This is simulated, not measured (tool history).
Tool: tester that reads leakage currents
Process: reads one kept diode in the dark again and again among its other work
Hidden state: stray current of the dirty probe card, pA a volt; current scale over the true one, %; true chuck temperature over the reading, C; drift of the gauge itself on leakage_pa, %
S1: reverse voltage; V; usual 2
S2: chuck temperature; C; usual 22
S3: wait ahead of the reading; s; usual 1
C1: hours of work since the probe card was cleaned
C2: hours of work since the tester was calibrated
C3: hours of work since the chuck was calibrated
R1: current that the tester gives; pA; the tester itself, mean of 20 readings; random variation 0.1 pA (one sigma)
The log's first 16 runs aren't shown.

{"run": 17, "hour": 601.2, "S1": 2, "S2": 22, "S3": 0.91, "C1": 519, "C2": 836, "C3": 590, "R1": 28.24}
{"run": 18, "hour": 642.8, "S1": 2, "S2": 22, "S3": 0.91, "C1": 539, "C2": 856, "C3": 610, "R1": 28.15}
{"hour": 655.0, "done": "chuck's temperature calibrated"}
{"run": 19, "hour": 674.1, "S1": 2, "S2": 22, "S3": 0.41, "C1": 553, "C2": 870, "C3": 9, "R1": 28.38}
{"run": 20, "hour": 713.8, "S1": 2, "S2": 22, "S3": 0.41, "C1": 573, "C2": 890, "C3": 29, "R1": 28.15}
{"run": 21, "hour": 750.0, "S1": 2, "S2": 22, "S3": 0.41, "C1": 591, "C2": 908, "C3": 47, "R1": 28.2}
{"run": 22, "hour": 798.9, "S1": 2, "S2": 22, "S3": 1, "C1": 615, "C2": 932, "C3": 71, "R1": 27.4}
{"run": 23, "hour": 833.7, "S1": 9.39, "S2": 22, "S3": 2.04, "C1": 632, "C2": 949, "C3": 88, "R1": 59.81}
{"hour": 860.5, "done": "chuck's temperature calibrated, once more"}
{"run": 24, "hour": 869.0, "S1": 2.25, "S2": 53, "S3": 2.67, "C1": 648, "C2": 965, "C3": 4, "R1": 410}
{"run": 25, "hour": 922.2, "S1": 1.58, "S2": 22, "S3": 0.3, "C1": 674, "C2": 991, "C3": 30, "R1": 27.58}
{"run": 26, "hour": 973.1, "S1": 2.83, "S2": 22, "S3": 5, "C1": 699, "C2": 1016, "C3": 55, "R1": 35.87}
{"run": 27, "hour": 1014.2, "S1": 10.48, "S2": 33, "S3": 2.17, "C1": 719, "C2": 1036, "C3": 75, "R1": 180.22}
{"run": 28, "hour": 1036.1, "S1": 15.38, "S2": 41, "S3": 0.71, "C1": 730, "C2": 1047, "C3": 86, "R1": 419.32}
{"run": 29, "hour": 1063.2, "S1": 15.38, "S2": 41, "S3": 0.71, "C1": 743, "C2": 1060, "C3": 99, "R1": 418.67}
{"run": 30, "hour": 1105.6, "S1": 2, "S2": 22, "S3": 0.76, "C1": 764, "C2": 1081, "C3": 120, "R1": 30.36}
{"run": 31, "hour": 1137.7, "S1": 2, "S2": 22, "S3": 0.76, "C1": 780, "C2": 1097, "C3": 136, "R1": 30.06}
{"run": 32, "hour": 1164.6, "S1": 2.93, "S2": 54, "S3": 0.76, "C1": 793, "C2": 1110, "C3": 149, "R1": 495.95}
{"run": 33, "hour": 1190.1, "S1": 1.68, "S2": 22, "S3": 3.97, "C1": 806, "C2": 1123, "C3": 162, "R1": 27.23}
{"run": 34, "hour": 1219.6, "S1": 1.68, "S2": 22, "S3": 3.97, "C1": 820, "C2": 1137, "C3": 176, "R1": 27.1}
{"run": 35, "hour": 1246.7, "S1": 10.69, "S2": 26, "S3": 0.54, "C1": 833, "C2": 1150, "C3": 189, "R1": 102.04}
{"run": 36, "hour": 1281.9, "S1": 10.69, "S2": 26, "S3": 0.54, "C1": 851, "C2": 1168, "C3": 207, "R1": 101.27}
{"run": 37, "hour": 1317.2, "S1": 10.69, "S2": 26, "S3": 0.54, "C1": 868, "C2": 1185, "C3": 224, "R1": 101.85}
{"run": 38, "hour": 1351.2, "S1": 10.69, "S2": 43, "S3": 0.54, "C1": 885, "C2": 1202, "C3": 241, "R1": 403.4}
{"run": 39, "hour": 1375.8, "S1": 2, "S2": 56, "S3": 1, "C1": 897, "C2": 1214, "C3": 253, "R1": 471.81}

Forecast run 40:
{"run": 40, "hour": 1411.8, "S1": 2, "S2": 56, "S3": 1, "C1": 914, "C2": 1231, "C3": 270, "R1": "?"}

Run 40 gave R1 469.85 pA.
Without the tool's hidden state the same run would have given R1 478.39 pA.

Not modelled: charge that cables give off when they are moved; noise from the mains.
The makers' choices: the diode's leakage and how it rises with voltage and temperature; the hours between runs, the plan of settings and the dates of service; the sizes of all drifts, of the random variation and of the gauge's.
